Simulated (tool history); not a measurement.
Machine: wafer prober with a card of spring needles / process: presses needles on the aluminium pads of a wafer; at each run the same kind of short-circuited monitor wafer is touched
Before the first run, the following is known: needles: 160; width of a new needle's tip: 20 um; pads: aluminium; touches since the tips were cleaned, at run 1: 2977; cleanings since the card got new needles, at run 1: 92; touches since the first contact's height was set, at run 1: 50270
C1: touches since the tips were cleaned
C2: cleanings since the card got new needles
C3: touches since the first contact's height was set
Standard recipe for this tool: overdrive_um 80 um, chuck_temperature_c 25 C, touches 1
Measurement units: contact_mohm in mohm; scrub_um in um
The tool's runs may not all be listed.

Run 1, day 0: usual settings; C1 2977; C2 92; C3 50270. Result: contact_mohm 232 mohm, scrub_um 12.43 um.
At day 0.412: tips cleaned on abrasive film.
At day 0.962: tips cleaned on abrasive film.
At day 0.975: height of the first contact set anew.
At day 1.662: tips cleaned on abrasive film.
At day 2.35: tips cleaned on abrasive film.
Run 2, day 2.717: usual settings; C1 4899; C2 96; C3 23089. Result: contact_mohm 259 mohm, scrub_um 12.51 um.
At day 2.996: tips cleaned on abrasive film.
At day 3.546: tips cleaned on abrasive film.
At day 4.229: tips cleaned on abrasive film.
At day 4.917: tips cleaned on abrasive film.
At day 5.467: tips cleaned on abrasive film.
At day 5.754: height of the first contact set anew.
At day 6.088: tips cleaned on abrasive film.
Run 3, day 6.088: usual settings but overdrive_um 81 um; C1 0; C2 102; C3 4422. Result: contact_mohm 192 mohm, scrub_um 12.63 um.
At day 6.638: tips cleaned on abrasive film.
At day 7.188: tips cleaned on abrasive film.
At day 7.875: tips cleaned on abrasive film.
At day 8.562: tips cleaned on abrasive film.
At day 9.112: tips cleaned on abrasive film.
Run 4, day 9.308: usual settings but overdrive_um 81 um; C1 2589; C2 107; C3 47029. Result: contact_mohm 247 mohm, scrub_um 12.61 um.
At day 9.721: tips cleaned on abrasive film.
At day 10.271: tips cleaned on abrasive film.
At day 10.421: height of the first contact set anew.
At day 10.971: tips cleaned on abrasive film.
At day 11.654: tips cleaned on abrasive film.
Run 5, day 11.917: usual settings but overdrive_um 81 um; C1 3491; C2 111; C3 19861. Result: contact_mohm 251 mohm, scrub_um 12.67 um.
At day 12.333: tips cleaned on abrasive film.
At day 12.883: tips cleaned on abrasive film.
At day 13.433: tips cleaned on abrasive film.
Run 6, day 13.883: usual settings but overdrive_um 81 um; C1 6027; C2 114; C3 45897. Result: contact_mohm 266 mohm, scrub_um 12.65 um.
At day 14.025: tips cleaned on abrasive film.
At day 14.575: tips cleaned on abrasive film.
At day 15.125: tips cleaned on abrasive film.
At day 15.138: height of the first contact set anew.
At day 15.825: tips cleaned on abrasive film.
At day 16.375: tips cleaned on abrasive film, once more.
At day 17.062: tips cleaned on abrasive film.
Run 7, day 17.279: usual settings but overdrive_um 82 um; C1 2925; C2 120; C3 28391. Result: contact_mohm 250 mohm, scrub_um 12.79 um.
At day 17.692: tips cleaned on abrasive film.
At day 18.379: tips cleaned on abrasive film.
At day 19.067: tips cleaned on abrasive film.
At day 19.754: tips cleaned on abrasive film.
At day 19.904: height of the first contact set anew.
At day 20.317: tips cleaned on abrasive film.
Run 8, day 20.392: usual settings but overdrive_um 82 um; C1 1017; C2 125; C3 6475. Result: contact_mohm 223 mohm, scrub_um 12.85 um.
At day 20.942: tips cleaned on abrasive film.
At day 21.492: tips cleaned on abrasive film.
At day 22.179: tips cleaned on abrasive film.
At day 22.729: tips cleaned on abrasive film.
Run 9, day 23.058: usual settings but overdrive_um 82 um; C1 4411; C2 129; C3 41810. Result: contact_mohm 262 mohm, scrub_um 12.81 um.
At day 23.338: tips cleaned on abrasive film.
At day 23.888: tips cleaned on abrasive film.
At day 24.438: tips cleaned on abrasive film.
At day 24.588: height of the first contact set anew.
At day 25: tips cleaned on abrasive film.
At day 25.55: tips cleaned on abrasive film.
At day 26.1: tips cleaned on abrasive film.
Run 10, day 26.233: usual settings but overdrive_um 82 um; C1 1776; C2 135; C3 21785. Result: contact_mohm 238 mohm, scrub_um 12.86 um.
At day 26.783: tips cleaned on abrasive film.
At day 27.333: tips cleaned on abrasive film.
Run 11, day 27.779: usual settings but overdrive_um 82 um, chuck_temperature_c 114 C; C1 5938; C2 137; C3 42276. Result: contact_mohm 286 mohm, scrub_um 12.78 um.
At day 27.921: tips cleaned on abrasive film.
At day 28.608: tips cleaned on abrasive film.
At day 29.158: tips cleaned on abrasive film.
At day 29.304: height of the first contact set anew.
Run 12, day 29.488: usual settings; C1 4247; C2 140; C3 2428. Result: contact_mohm 267 mohm, scrub_um 12.54 um.
At day 29.767: tips cleaned on abrasive film.
At day 30.317: tips cleaned on abrasive film.
At day 30.867: tips cleaned on abrasive film.
At day 31.529: tips cleaned on abrasive film.
Run 13, day 31.529: usual settings but overdrive_um 61 um, chuck_temperature_c 38 C; C1 0; C2 144; C3 29380. Result: contact_mohm 200 mohm, scrub_um 9.5 um.
At day 32.212: tips cleaned on abrasive film.
At day 32.9: tips cleaned on abrasive film.
At day 33.45: tips cleaned on abrasive film.
At day 34: tips cleaned on abrasive film.
At day 34.012: height of the first contact set anew.
Run 14, day 34.254: usual settings but overdrive_um 74 um, chuck_temperature_c 99 C; C1 3202; C2 148; C3 3202. Result: contact_mohm 286 mohm, scrub_um 11.63 um.
At day 34.667: tips cleaned on abrasive film.
At day 35.217: tips cleaned on abrasive film.
Run 15, day 35.729: usual settings but overdrive_um 93 um, chuck_temperature_c 89 C, touches 2; C1 6826; C2 150; C3 22762. Result: contact_mohm 240 mohm, scrub_um 14.57 um.
At day 35.871: tips cleaned on abrasive film.
At day 36.421: tips cleaned on abrasive film.
At day 36.971: tips cleaned on abrasive film.
Run 16, day 37.15: usual settings but chuck_temperature_c 115 C; C1 2401; C2 153; C3 41534. Result: contact_mohm 264 mohm, scrub_um 12.46 um.
At day 37.562: tips cleaned on abrasive film.
At day 38.112: tips cleaned on abrasive film.
Run 17, day 38.592: usual settings but chuck_temperature_c 115 C; C1 6348; C2 155; C3 60614. Result: contact_mohm 288 mohm, scrub_um 12.43 um.
At day 38.729: tips cleaned on abrasive film.
At day 38.742: height of the first contact set anew.
At day 39.292: tips cleaned on abrasive film.
At day 39.842: tips cleaned on abrasive film.
At day 40.396: tips cleaned on abrasive film.
At day 40.946: tips cleaned on abrasive film.
At day 41.496: tips cleaned on abrasive film.
Run 18, day 41.85: usual settings but overdrive_um 94 um, chuck_temperature_c 91 C, touches 2; C1 4739; C2 161; C3 41119. Result: contact_mohm 231 mohm, scrub_um 14.65 um.
At day 42.125: tips cleaned on abrasive film.
At day 42.675: tips cleaned on abrasive film.
At day 43.225: tips cleaned on abrasive film.
Run 19, day 43.279: usual settings but overdrive_um 94 um, chuck_temperature_c 91 C, touches 2; C1 711; C2 164; C3 60020. Result: contact_mohm 216 mohm, scrub_um 14.59 um.
At day 43.429: height of the first contact set anew.
At day 43.842: tips cleaned on abrasive film.
At day 44.392: tips cleaned on abrasive film.
At day 44.942: tips cleaned on abrasive film.
Run 20, day 45.425: usual settings but overdrive_um 94 um, chuck_temperature_c 91 C, touches 2; C1 6399; C2 167; C3 26408. Result: contact_mohm 241 mohm, scrub_um 14.7 um.
At day 45.562: tips cleaned on abrasive film.
At day 46.112: tips cleaned on abrasive film.
At day 46.8: tips cleaned on abrasive film.
At day 47.35: tips cleaned on abrasive film.
At day 47.9: tips cleaned on abrasive film.
At day 48.188: height of the first contact set anew.
At day 48.483: tips cleaned on abrasive film.
Run 21, day 48.483: usual settings but overdrive_um 64 um, chuck_temperature_c 50 C; C1 0; C2 173; C3 3884. Result: contact_mohm 209 mohm, scrub_um 10.02 um.
At day 49.033: tips cleaned on abrasive film.
At day 49.717: tips cleaned on abrasive film.
At day 50.404: tips cleaned on abrasive film.
At day 50.954: tips cleaned on abrasive film.
Run 22, day 51.283: usual settings but overdrive_um 73 um, chuck_temperature_c 50 C, touches 2; C1 4363; C2 177; C3 40989. Result: contact_mohm 259 mohm, scrub_um 11.37 um.
At day 51.558: tips cleaned on abrasive film.
At day 52.108: tips cleaned on abrasive film.
At day 52.658: tips cleaned on abrasive film.
At day 52.946: height of the first contact set anew.
At day 53.358: tips cleaned on abrasive film.
At day 53.908: tips cleaned on abrasive film.
Run 23, day 54.225: usual settings but overdrive_um 60 um, chuck_temperature_c 86 C; C1 4190; C2 182; C3 16923. Result: contact_mohm 353 mohm, scrub_um 9.37 um.
At day 54.5: tips cleaned on abrasive film.
At day 55.05: tips cleaned on abrasive film.
At day 55.6: tips cleaned on abrasive film.
At day 56.15: tips cleaned on abrasive film.
At day 56.7: tips cleaned on abrasive film.
At day 57.25: tips cleaned on abrasive film.
At day 57.675: height of the first contact set anew.
Run 24, day 57.688: usual settings but overdrive_um 60 um, chuck_temperature_c 86 C; C1 5651; C2 188; C3 194. Result: contact_mohm 361 mohm, scrub_um 9.44 um.

Here are 4 independent what-if runs from the current tool condition. What would each one return?
At day 57.829: tips cleaned on abrasive film.
At day 58.379: tips cleaned on abrasive film.
At day 58.929: tips cleaned on abrasive film.
Run A, day 59.242: usual settings but overdrive_um 62 um, chuck_temperature_c 86 C; C1 4166; C2 191; C3 20729. Result: contact_mohm ?, scrub_um ?.
At day 57.829: tips cleaned on abrasive film.
At day 58.379: tips cleaned on abrasive film.
At day 58.929: tips cleaned on abrasive film.
Run B, day 59.242: usual settings but overdrive_um 87 um, chuck_temperature_c 86 C, touches 2; C1 4166; C2 191; C3 20729. Result: contact_mohm ?, scrub_um ?.
At day 57.829: tips cleaned on abrasive film.
At day 58.379: tips cleaned on abrasive film.
At day 58.929: tips cleaned on abrasive film.
Run C, day 59.242: usual settings but overdrive_um 95 um, chuck_temperature_c 46 C, touches 2; C1 4166; C2 191; C3 20729. Result: contact_mohm ?, scrub_um ?.
At day 57.829: tips cleaned on abrasive film.
At day 58.379: tips cleaned on abrasive film.
At day 58.929: tips cleaned on abrasive film.
Run D, day 59.242: usual settings but overdrive_um 60 um, chuck_temperature_c 56 C; C1 4166; C2 191; C3 20729. Result: contact_mohm ?, scrub_um ?.

run  contact_mohm  scrub_um
  A           328      9.68
  B           238     13.59
  C           228     14.83
  D           338      9.35
Had the tool no hidden state, the same runs would have come out as:
run  contact_mohm  scrub_um
  A           199      9.73
  B           194     13.64
  C           189     14.88
  D           194       9.4
